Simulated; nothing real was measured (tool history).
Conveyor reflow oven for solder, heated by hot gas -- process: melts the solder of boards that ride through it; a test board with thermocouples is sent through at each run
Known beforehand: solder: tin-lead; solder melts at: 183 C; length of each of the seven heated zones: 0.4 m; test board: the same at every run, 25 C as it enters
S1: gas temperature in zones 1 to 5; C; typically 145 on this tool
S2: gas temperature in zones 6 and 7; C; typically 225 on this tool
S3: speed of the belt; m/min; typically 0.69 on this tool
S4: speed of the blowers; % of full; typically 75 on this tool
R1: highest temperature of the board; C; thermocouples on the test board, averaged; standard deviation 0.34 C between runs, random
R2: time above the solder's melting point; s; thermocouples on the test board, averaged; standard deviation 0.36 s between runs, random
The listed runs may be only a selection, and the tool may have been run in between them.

| run | hour | S1 | S2 | S3 | S4 | R1 | R2 |
|---|---|---|---|---|---|---|---|
| 1 | 0 | 145 | 225 | 0.69 | 75 | 209.2 | 48.6 |
| 2 | 38.4 | 145 | 225 | 0.69 | 75 | 209.5 | 48.8 |
| 3 | 79.8 | 145 | 225 | 0.69 | 75 | 209.6 | 48.6 |
| 4 | 120.8 | 145 | 225 | 0.69 | 75 | 210.2 | 47.9 |
| 5 | 172.8 | 145 | 225 | 0.69 | 75 | 208.3 | 48 |
| 6 | 224 | 145 | 225 | 0.69 | 75 | 208.6 | 47.9 |
| 7 | 306.6 | 145 | 225 | 0.69 | 77 | 208 | 47.2 |
|  | 377.7 | flux residue cleaned out of gas plates and filters |
| 8 | 384.3 | 145 | 225 | 0.69 | 77 | 210.5 | 50.7 |
| 9 | 460.1 | 145 | 225 | 0.69 | 75 | 209.3 | 49.1 |
| 10 | 537 | 145 | 225 | 0.69 | 75 | 209.2 | 48.6 |
| 11 | 606.3 | 145 | 225 | 0.69 | 75 | 209.1 | 48.4 |
| 12 | 677.2 | 145 | 225 | 0.69 | 75 | 209.1 | 47.7 |
| 13 | 758.6 | 139 | 225 | 0.69 | 75 | 207.2 | 44 |
| 14 | 812.6 | 156 | 219 | 0.809 | 75 | 200.9 | 36.1 |
|  | 856.2 | flux residue cleaned out of gas plates and filters |
| 15 | 863.6 | 156 | 219 | 0.809 | 75 | 202.9 | 39.6 |
|  | 873.6 | thermocouples of zones 6 and 7 changed |
| 16 | 951 | 149 | 214 | 0.722 | 51 | 196.5 | 31.2 |
| 17 | 1016.4 | 130 | 225 | 0.69 | 75 | 207.6 | 42.5 |
| 18 | 1079.2 | 130 | 225 | 0.69 | 75 | 207.2 | 42.3 |
| 19 | 1139.9 | 130 | 225 | 0.69 | 75 | 207.3 | 42 |
| 20 | 1203.5 | 145 | 226 | 0.639 | 73 | 211.9 | 56.4 |
| 21 | 1284.1 | 145 | 226 | 0.639 | 73 | 212.5 | 56.4 |

Consider 5 possible next runs. They are alternatives, not a sequence: every one starts from the tool as it was left by run 21. What does each give?
|  | 1338.3 | flux residue cleaned out of gas plates and filters |
| A | 1360.2 | 157 | 239 | 0.639 | 61 | ? | ? |
|  | 1338.3 | flux residue cleaned out of gas plates and filters |
| B | 1360.2 | 145 | 228 | 0.617 | 55 | ? | ? |
|  | 1338.3 | flux residue cleaned out of gas plates and filters |
| C | 1360.2 | 145 | 235 | 0.619 | 75 | ? | ? |
|  | 1338.3 | flux residue cleaned out of gas plates and filters |
| D | 1360.2 | 145 | 215 | 0.639 | 73 | ? | ? |
|  | 1338.3 | flux residue cleaned out of gas plates and filters |
| E | 1360.2 | 145 | 225 | 0.69 | 61 | ? | ? |

| run | R1 | R2 |
|---|---|---|
| A | 224.7 | 70 |
| B | 212.7 | 57.7 |
| C | 223.1 | 66.6 |
| D | 202.9 | 48.8 |
| E | 208.2 | 47.4 |
With the hidden condition removed and each run's random variation left untouched, the same runs would have given:
| run | R1 | R2 |
|---|---|---|
| A | 224.7 | 68.8 |
| B | 212.7 | 56.7 |
| C | 223.1 | 65.5 |
| D | 202.9 | 48 |
| E | 208.2 | 46.5 |
